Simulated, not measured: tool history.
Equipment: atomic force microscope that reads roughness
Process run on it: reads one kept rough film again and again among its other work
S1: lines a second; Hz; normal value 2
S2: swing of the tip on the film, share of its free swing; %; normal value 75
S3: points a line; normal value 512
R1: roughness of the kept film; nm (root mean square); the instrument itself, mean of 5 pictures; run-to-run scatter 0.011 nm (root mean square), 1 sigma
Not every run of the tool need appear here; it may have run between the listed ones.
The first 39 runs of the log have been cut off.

Run 40, hour 316.7: usual settings but S1 1.38 Hz, S3 410. Result: R1 2.417 nm (root mean square).
Run 41, hour 325.4: usual settings but S1 1.38 Hz, S3 410. Result: R1 2.266 nm (root mean square).
Run 42, hour 336.8: usual settings but S1 1.61 Hz, S2 71 %. Result: R1 2.109 nm (root mean square).
Run 43, hour 344.3: usual settings but S1 1.61 Hz, S2 71 %. Result: R1 2.009 nm (root mean square).
Run 44, hour 353.4: usual settings but S1 3.48 Hz, S2 77 %, S3 418. Result: R1 1.743 nm (root mean square).
At hour 360.7: new tip fitted.
Run 45, hour 362.2: usual settings but S1 3.48 Hz, S2 77 %, S3 306. Result: R1 2.414 nm (root mean square).
Run 46, hour 374.4: usual settings but S3 310. Result: R1 2.322 nm (root mean square).
Run 47, hour 383.1: usual settings but S1 1.21 Hz, S2 71 %, S3 738. Result: R1 2.309 nm (root mean square).
Run 48, hour 394.5: usual settings but S2 77 %. Result: R1 2.025 nm (root mean square).
Run 49, hour 404.4: usual settings but S2 77 %. Result: R1 1.922 nm (root mean square).
Run 50, hour 412.2: usual settings but S1 3.2 Hz, S2 62 %. Result: R1 1.88 nm (root mean square).
At hour 417: new tip fitted.
Run 51, hour 417.6: usual settings but S1 0.92 Hz, S3 766. Result: R1 2.735 nm (root mean square).
Run 52, hour 429.7: usual settings but S3 901. Result: R1 2.39 nm (root mean square).

Consider 4 possible next runs. They are alternatives, not a sequence: every one starts from the tool as it was left by run 52. What does each give?
Run A, hour 438.5: usual settings but S1 2.99 Hz, S3 901. Result: R1 ?.
Run B, hour 438.5: usual settings but S2 79 %, S3 881. Result: R1 ?.
Run C, hour 438.5: usual settings but S1 0.91 Hz, S2 77 %, S3 516. Result: R1 ?.
Run D, hour 438.5: usual settings but S3 529. Result: R1 ?.

run     R1
  A  2.171
  B  2.202
  C   2.28
  D  2.224
What these runs would have given with no unlogged condition in the tool:
run     R1
  A   2.59
  B  2.628
  C  2.722
  D  2.655

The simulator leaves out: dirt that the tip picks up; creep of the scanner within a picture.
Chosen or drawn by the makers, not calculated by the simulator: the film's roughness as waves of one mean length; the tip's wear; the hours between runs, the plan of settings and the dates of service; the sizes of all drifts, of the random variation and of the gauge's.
